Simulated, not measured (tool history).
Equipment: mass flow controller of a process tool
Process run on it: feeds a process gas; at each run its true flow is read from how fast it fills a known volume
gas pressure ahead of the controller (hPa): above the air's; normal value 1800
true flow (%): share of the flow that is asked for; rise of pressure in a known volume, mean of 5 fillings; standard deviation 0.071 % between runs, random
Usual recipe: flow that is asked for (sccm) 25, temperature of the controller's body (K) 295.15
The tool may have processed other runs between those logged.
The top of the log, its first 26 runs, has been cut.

run,hour,flow that is asked for (sccm),gas pressure ahead of the controller (hPa),temperature of the controller's body (K),true flow (%)
27,2840.4,13,2770,295.15,99.46
28,2944.5,28,2400,307.15,98.75
29,3058.5,10,2390,310.15,98.32
30,3125.7,12,1700,294.15,100.37
31,3186.9,22,1800,294.15,100.46
32,3257.4,7,2640,293.15,100.24
33,3380.7,7,2640,293.15,100.58
34,3497.7,25,1500,312.15,98.87
35,3565.5,7,1400,293.15,101.33
36,3638.8,7,1400,293.15,101.43
37,3757.4,14,1800,303.15,99.72

Run 38 is up next; what results do you expect?
38,3853.7,12,1590,296.15,?

Logged for run 38: true flow (%) 100.75.
If the tool had no hidden condition, the same run with the same run-to-run variation would have returned true flow (%) 98.88.

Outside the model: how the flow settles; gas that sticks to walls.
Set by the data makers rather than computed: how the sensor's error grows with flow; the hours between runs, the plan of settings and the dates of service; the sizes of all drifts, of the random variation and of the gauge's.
